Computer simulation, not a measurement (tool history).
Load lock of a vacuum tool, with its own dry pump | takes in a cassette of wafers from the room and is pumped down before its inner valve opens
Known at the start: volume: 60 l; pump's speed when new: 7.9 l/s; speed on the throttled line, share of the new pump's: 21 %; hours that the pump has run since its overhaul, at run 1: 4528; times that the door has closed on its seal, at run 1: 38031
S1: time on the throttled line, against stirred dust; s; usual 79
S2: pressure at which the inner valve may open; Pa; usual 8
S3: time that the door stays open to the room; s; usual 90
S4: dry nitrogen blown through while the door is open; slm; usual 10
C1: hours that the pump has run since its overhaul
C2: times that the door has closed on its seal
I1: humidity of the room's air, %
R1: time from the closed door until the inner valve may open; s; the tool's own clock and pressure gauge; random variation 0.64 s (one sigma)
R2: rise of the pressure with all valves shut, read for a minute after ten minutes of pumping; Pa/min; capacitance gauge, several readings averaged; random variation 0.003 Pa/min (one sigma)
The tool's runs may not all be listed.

run      day   S1  S2   S3  S4    C1     C2    I1     R1     R2
  1        0   79   8   90  10  4528  38031  45.1  136.2   0.19
  2   10.742  117   8   90  10  4785  39089  46.4  166.4  0.201
  3   22.742  117   8   90  10  5073  40272  42.6  167.4  0.197
  4   34.517  117   8   90  10  5356  41432  45.4  167.6  0.215
  5   41.342  117   8   90  10  5520  42105  46.5  167.9  0.224
  6   48.992  117   8   90  10  5703  42859  42.7  168.4  0.217
  7   55.029   92   8   90  10  5848  43454  39.4  148.5  0.225
  8   66.221   92   8   90  10  6117  44557  46.4  147.5  0.244
  9    73.45   79   8   90  10  6290  45269  43.8  138.3  0.238
 10   78.888   79   8   90  10  6421  45805  43.5  137.6  0.243
 11   86.867   79   8   90  10  6612  46592  46.3  137.8  0.249
 12   99.992   79   8   90  10  6927  47885  43.6  137.9   0.26
 13  109.225   79   8   90  10  7149  48795  45.1  139.1  0.268
 14  119.854   79   8   90  10  7404  49843  46.6  138.4  0.289
 15  125.975   79   8   90   5  7551  50446  43.3  138.2  0.289
 16    134.5   79   8   90   5  7756  51286  47.2  139.2   0.29
 17  141.792   72   7   90  10  7931  52005  42.1  135.9  0.295
 18  150.908   72   7  156  10  8149  52903  47.2  134.4  0.314
     152.075  -- door's seal changed, seat wiped
 19  160.038   79   8  182  10  8367    785  42.9  139.5  0.045

Run 20 comes next. What will it give?
 20  167.608  79   8  165  10  8549  1531  45   ?   ?

Run 20 gave R1 139.5 s, R2 0.046 Pa/min.
Without the tool's hidden state the same run would have given R1 135.1 s, R2 0.044 Pa/min.

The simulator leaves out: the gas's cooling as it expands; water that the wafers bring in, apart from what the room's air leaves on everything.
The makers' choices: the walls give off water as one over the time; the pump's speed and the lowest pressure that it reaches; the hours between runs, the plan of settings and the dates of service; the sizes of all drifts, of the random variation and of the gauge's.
